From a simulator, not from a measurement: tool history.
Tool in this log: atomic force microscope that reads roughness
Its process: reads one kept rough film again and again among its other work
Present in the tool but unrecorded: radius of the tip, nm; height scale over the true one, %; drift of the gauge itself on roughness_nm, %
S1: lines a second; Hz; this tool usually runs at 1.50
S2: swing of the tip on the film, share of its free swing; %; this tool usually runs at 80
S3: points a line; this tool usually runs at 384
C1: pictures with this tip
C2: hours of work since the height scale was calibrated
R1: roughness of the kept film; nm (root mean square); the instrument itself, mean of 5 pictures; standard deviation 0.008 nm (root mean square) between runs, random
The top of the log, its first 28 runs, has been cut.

run   hour    S1  S2   S3   C1   C2     R1
 29  306.4  3.97  58  384  114  192  1.784
 30  319.2  3.97  58  320  133  199  1.755
 31  332.6  0.73  80  384  153  206  1.813
 32  346.0  0.73  80  384  173  213  1.816
 33  352.7  0.73  80  384  183  217  1.810
 34  358.8  1.14  80  288  192  220  1.726
 35  371.4  3.52  60  985  211  227  1.748
 36  383.3  3.52  60  985  228  233  1.752

Alternative continuations, all from the tool just after run 36; predict every row:
  A  392.0  3.52  60  261  241  238   ?
  B  392.0  3.97  60  493  241  238   ?
  C  392.0  3.00  60  985  241  238   ?
  D  392.0  1.50  81  291  241  238   ?

run     R1
  A  1.710
  B  1.719
  C  1.766
  D  1.643
What these runs would have given with no unlogged condition in the tool:
run     R1
  A  1.786
  B  1.796
  C  1.845
  D  1.716
